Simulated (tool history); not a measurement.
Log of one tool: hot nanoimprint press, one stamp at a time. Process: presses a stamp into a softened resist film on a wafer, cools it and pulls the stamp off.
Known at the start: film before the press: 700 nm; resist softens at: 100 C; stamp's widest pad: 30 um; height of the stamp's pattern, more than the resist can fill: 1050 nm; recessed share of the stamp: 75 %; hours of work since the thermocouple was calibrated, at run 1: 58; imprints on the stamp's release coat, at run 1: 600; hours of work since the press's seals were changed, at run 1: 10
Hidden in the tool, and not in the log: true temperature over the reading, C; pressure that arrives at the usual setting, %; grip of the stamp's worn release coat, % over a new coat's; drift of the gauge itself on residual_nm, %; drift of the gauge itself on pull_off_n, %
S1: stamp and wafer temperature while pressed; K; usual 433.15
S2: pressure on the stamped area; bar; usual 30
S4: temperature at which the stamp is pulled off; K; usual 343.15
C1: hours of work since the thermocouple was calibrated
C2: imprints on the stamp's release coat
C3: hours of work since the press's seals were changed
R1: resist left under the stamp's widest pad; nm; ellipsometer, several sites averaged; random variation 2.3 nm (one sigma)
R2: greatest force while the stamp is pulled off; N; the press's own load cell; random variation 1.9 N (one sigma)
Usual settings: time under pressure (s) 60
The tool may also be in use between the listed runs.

run 1 day=0 | S1=433.15 S2=30 time_under_pressure_(s)=60 S4=343.15 | C1=58 C2=600 C3=10 | R1=370.1 R2=155
run 2 day=0.317 | S1=433.15 S2=30 time_under_pressure_(s)=63 S4=343.15 | C1=61 C2=621 C3=13 | R1=363.8 R2=151
run 3 day=0.654 | S1=433.15 S2=30 time_under_pressure_(s)=63 S4=343.15 | C1=64 C2=643 C3=16 | R1=369.3 R2=156
run 4 day=1.088 | S1=430.15 S2=30 time_under_pressure_(s)=60 S4=343.15 | C1=69 C2=671 C3=21 | R1=417.5 R2=158
run 5 day=1.325 | S1=430.15 S2=30 time_under_pressure_(s)=60 S4=343.15 | C1=71 C2=686 C3=23 | R1=418.5 R2=155
run 6 day=1.675 | S1=433.15 S2=30 time_under_pressure_(s)=60 S4=343.15 | C1=75 C2=709 C3=27 | R1=374.7 R2=153
run 7 day=1.904 | S1=433.15 S2=30 time_under_pressure_(s)=60 S4=343.15 | C1=77 C2=724 C3=29 | R1=374.5 R2=156
-- day=2.054 plate thermocouple calibrated
run 8 day=2.396 | S1=433.15 S2=30 time_under_pressure_(s)=60 S4=343.15 | C1=3 C2=748 C3=33 | R1=374.2 R2=155
run 9 day=2.646 | S1=433.15 S2=30 time_under_pressure_(s)=60 S4=343.15 | C1=6 C2=764 C3=35 | R1=374.9 R2=152
run 10 day=3 | S1=433.15 S2=24.9 time_under_pressure_(s)=60 S4=343.15 | C1=10 C2=787 C3=39 | R1=403.3 R2=159
run 11 day=3.242 | S1=429.15 S2=19 time_under_pressure_(s)=60 S4=343.15 | C1=12 C2=803 C3=41 | R1=505.8 R2=158
run 12 day=3.521 | S1=429.15 S2=19 time_under_pressure_(s)=60 S4=343.15 | C1=15 C2=821 C3=44 | R1=511.7 R2=155
-- day=4.062 plate thermocouple calibrated, once more
run 13 day=4.062 | S1=430.15 S2=19 time_under_pressure_(s)=60 S4=343.15 | C1=0 C2=848 C3=48 | R1=492.9 R2=158
run 14 day=4.45 | S1=425.15 S2=38.3 time_under_pressure_(s)=46 S4=344.15 | C1=4 C2=873 C3=52 | R1=482.7 R2=155
run 15 day=4.875 | S1=424.15 S2=38.3 time_under_pressure_(s)=35 S4=342.15 | C1=8 C2=900 C3=57 | R1=532 R2=161
run 16 day=5.3 | S1=424.15 S2=38.3 time_under_pressure_(s)=35 S4=342.15 | C1=13 C2=928 C3=61 | R1=534.5 R2=161
run 17 day=5.55 | S1=424.15 S2=38.3 time_under_pressure_(s)=35 S4=342.15 | C1=15 C2=944 C3=63 | R1=532.9 R2=163
run 18 day=5.85 | S1=424.15 S2=38.3 time_under_pressure_(s)=35 S4=332.15 | C1=18 C2=964 C3=66 | R1=526.6 R2=188
run 19 day=6.079 | S1=442.15 S2=29.6 time_under_pressure_(s)=86 S4=332.15 | C1=20 C2=979 C3=69 | R1=231.3 R2=186

Forecast each of these 5 alternatives for the next run:
run A day=6.3 | S1=427.15 S2=29.6 time_under_pressure_(s)=57 S4=347.15 | C1=23 C2=993 C3=71 | R1=? R2=?
run B day=6.3 | S1=444.15 S2=30 time_under_pressure_(s)=70 S4=343.15 | C1=23 C2=993 C3=71 | R1=? R2=?
run C day=6.3 | S1=424.15 S2=39.7 time_under_pressure_(s)=60 S4=333.15 | C1=23 C2=993 C3=71 | R1=? R2=?
run D day=6.3 | S1=430.15 S2=30 time_under_pressure_(s)=96 S4=343.15 | C1=23 C2=993 C3=71 | R1=? R2=?
run E day=6.3 | S1=436.15 S2=32.1 time_under_pressure_(s)=86 S4=332.15 | C1=23 C2=993 C3=71 | R1=? R2=?

run=A R1=474.3 R2=150
run=B R1=230.9 R2=156
run=C R1=463.4 R2=185
run=D R1=360.5 R2=160
run=E R1=281.8 R2=187
Without the tool's hidden state the same runs would have given:
run=A R1=471.2 R2=136
run=B R1=229.1 R2=142
run=C R1=460 R2=169
run=D R1=357.6 R2=146
run=E R1=279.4 R2=171

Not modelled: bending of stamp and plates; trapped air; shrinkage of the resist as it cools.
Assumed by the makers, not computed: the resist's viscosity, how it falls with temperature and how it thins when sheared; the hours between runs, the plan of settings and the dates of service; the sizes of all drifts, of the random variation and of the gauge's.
